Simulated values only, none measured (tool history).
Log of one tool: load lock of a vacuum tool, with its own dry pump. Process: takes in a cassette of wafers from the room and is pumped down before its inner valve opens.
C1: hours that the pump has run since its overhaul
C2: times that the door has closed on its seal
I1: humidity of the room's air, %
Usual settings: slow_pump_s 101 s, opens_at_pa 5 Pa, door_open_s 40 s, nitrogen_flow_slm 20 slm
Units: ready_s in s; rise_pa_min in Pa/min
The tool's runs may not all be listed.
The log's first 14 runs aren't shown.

run 15 hour=4737.2 | slow_pump_s=60 opens_at_pa=5 door_open_s=170 nitrogen_flow_slm=20 | C1=3846 C2=52791 | I1=44.9 | ready_s=89.1 rise_pa_min=0.459
run 16 hour=5248.9 | slow_pump_s=52 opens_at_pa=5 door_open_s=170 nitrogen_flow_slm=20 | C1=4358 C2=55215 | I1=45.2 | ready_s=83.6 rise_pa_min=0.492
run 17 hour=5642.3 | slow_pump_s=52 opens_at_pa=5 door_open_s=170 nitrogen_flow_slm=20 | C1=4751 C2=57078 | I1=44.4 | ready_s=83.2 rise_pa_min=0.527
run 18 hour=5890.8 | slow_pump_s=52 opens_at_pa=5 door_open_s=170 nitrogen_flow_slm=20 | C1=5000 C2=58255 | I1=48.3 | ready_s=83.9 rise_pa_min=0.541
-- hour=5954.3 door's seal changed, seat wiped
run 19 hour=6365.2 | slow_pump_s=52 opens_at_pa=5 door_open_s=170 nitrogen_flow_slm=20 | C1=5473 C2=1947 | I1=45.9 | ready_s=84.8 rise_pa_min=0.057
run 20 hour=6864.9 | slow_pump_s=101 opens_at_pa=5 door_open_s=27 nitrogen_flow_slm=36 | C1=5972 C2=4314 | I1=45 | ready_s=130 rise_pa_min=0.031
run 21 hour=7322.1 | slow_pump_s=54 opens_at_pa=8 door_open_s=40 nitrogen_flow_slm=20 | C1=6430 C2=6480 | I1=44.5 | ready_s=84.6 rise_pa_min=0.048
run 22 hour=7650.1 | slow_pump_s=64 opens_at_pa=6 door_open_s=162 nitrogen_flow_slm=11 | C1=6758 C2=8033 | I1=43.6 | ready_s=95.8 rise_pa_min=0.089
run 23 hour=8088 | slow_pump_s=64 opens_at_pa=6 door_open_s=162 nitrogen_flow_slm=11 | C1=7196 C2=10108 | I1=41.8 | ready_s=94 rise_pa_min=0.103

Run 24 comes next. What will it give?
run 24 hour=8530.5 | slow_pump_s=161 opens_at_pa=6 door_open_s=30 nitrogen_flow_slm=11 | C1=7638 C2=12203 | I1=45.6 | ready_s=? rise_pa_min=?

{"run 24": {"ready_s": 185.7, "rise_pa_min": 0.082}}
Without the tool's hidden state the same run would have given ready_s 183.3 s, rise_pa_min 0.035 Pa/min.

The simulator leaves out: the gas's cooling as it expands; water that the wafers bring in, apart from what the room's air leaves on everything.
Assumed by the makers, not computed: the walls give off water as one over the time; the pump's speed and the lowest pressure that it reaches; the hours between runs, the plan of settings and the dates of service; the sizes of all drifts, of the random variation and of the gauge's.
